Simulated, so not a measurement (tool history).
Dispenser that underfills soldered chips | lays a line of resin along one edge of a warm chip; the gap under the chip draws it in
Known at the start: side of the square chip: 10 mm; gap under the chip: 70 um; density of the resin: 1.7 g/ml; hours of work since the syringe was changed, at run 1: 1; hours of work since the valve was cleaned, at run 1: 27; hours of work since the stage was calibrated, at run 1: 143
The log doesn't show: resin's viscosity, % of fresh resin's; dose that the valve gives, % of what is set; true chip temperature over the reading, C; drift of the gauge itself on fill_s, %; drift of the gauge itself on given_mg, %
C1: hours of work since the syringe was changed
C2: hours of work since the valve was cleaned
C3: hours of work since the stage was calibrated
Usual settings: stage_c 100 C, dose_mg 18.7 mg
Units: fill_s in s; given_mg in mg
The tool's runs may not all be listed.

{"run": 1, "day": 0.0, "stage_c": 100, "dose_mg": 18.7, "C1": 1, "C2": 27, "C3": 143, "fill_s": 129.3, "given_mg": 18.41}
{"run": 2, "day": 0.142, "stage_c": 100, "dose_mg": 20.1, "C1": 3, "C2": 30, "C3": 146, "fill_s": 144.4, "given_mg": 19.79}
{"day": 0.321, "done": "new syringe of resin"}
{"run": 3, "day": 0.325, "stage_c": 100, "dose_mg": 18.7, "C1": 0, "C2": 33, "C3": 149, "fill_s": 122.3, "given_mg": 18.48}
{"run": 4, "day": 0.475, "stage_c": 100, "dose_mg": 18.7, "C1": 3, "C2": 35, "C3": 151, "fill_s": 139.1, "given_mg": 18.41}
{"run": 5, "day": 0.6, "stage_c": 100, "dose_mg": 18.7, "C1": 5, "C2": 38, "C3": 153, "fill_s": 153.9, "given_mg": 18.46}
{"day": 0.679, "done": "new syringe of resin"}
{"run": 6, "day": 0.725, "stage_c": 100, "dose_mg": 18.7, "C1": 1, "C2": 39, "C3": 155, "fill_s": 126.4, "given_mg": 18.4}
{"run": 7, "day": 0.829, "stage_c": 100, "dose_mg": 18.7, "C1": 3, "C2": 41, "C3": 157, "fill_s": 139.8, "given_mg": 18.45}
{"day": 1.046, "done": "new syringe of resin"}
{"run": 8, "day": 1.046, "stage_c": 100, "dose_mg": 18.7, "C1": 0, "C2": 45, "C3": 161, "fill_s": 122.1, "given_mg": 18.42}
{"run": 9, "day": 1.142, "stage_c": 100, "dose_mg": 18.7, "C1": 2, "C2": 46, "C3": 162, "fill_s": 134.3, "given_mg": 18.5}
{"run": 10, "day": 1.238, "stage_c": 100, "dose_mg": 18.7, "C1": 3, "C2": 48, "C3": 164, "fill_s": 144.7, "given_mg": 18.29}
{"day": 1.408, "done": "new syringe of resin"}
{"run": 11, "day": 1.45, "stage_c": 100, "dose_mg": 18.7, "C1": 1, "C2": 51, "C3": 167, "fill_s": 128.3, "given_mg": 18.37}
{"run": 12, "day": 1.65, "stage_c": 91, "dose_mg": 22.9, "C1": 4, "C2": 55, "C3": 171, "fill_s": 203.2, "given_mg": 22.44}
{"day": 1.775, "done": "new syringe of resin"}
{"run": 13, "day": 1.812, "stage_c": 91, "dose_mg": 23.2, "C1": 1, "C2": 57, "C3": 173, "fill_s": 168.8, "given_mg": 22.74}
{"run": 14, "day": 1.908, "stage_c": 91, "dose_mg": 23.2, "C1": 2, "C2": 59, "C3": 175, "fill_s": 183.8, "given_mg": 22.9}
{"run": 15, "day": 2.054, "stage_c": 107, "dose_mg": 22.5, "C1": 5, "C2": 61, "C3": 177, "fill_s": 122, "given_mg": 22.03}

3 ways to go on from here, each from the tool as it stands after run 15. What would each give?
{"day": 2.142, "done": "new syringe of resin"}
{"run": "A", "day": 2.192, "stage_c": 85, "dose_mg": 16.4, "C1": 1, "C2": 64, "C3": 180, "fill_s": "?", "given_mg": "?"}
{"day": 2.142, "done": "new syringe of resin"}
{"run": "B", "day": 2.192, "stage_c": 102, "dose_mg": 19, "C1": 1, "C2": 64, "C3": 180, "fill_s": "?", "given_mg": "?"}
{"day": 2.142, "done": "new syringe of resin"}
{"run": "C", "day": 2.192, "stage_c": 96, "dose_mg": 20.8, "C1": 1, "C2": 64, "C3": 180, "fill_s": "?", "given_mg": "?"}

run=A fill_s=229.3 given_mg=16.09
run=B fill_s=122 given_mg=18.55
run=C fill_s=146.9 given_mg=20.38
Without the tool's hidden state the same runs would have given:
run=A fill_s=204.8 given_mg=16.44
run=B fill_s=109.8 given_mg=18.95
run=C fill_s=132.1 given_mg=20.83
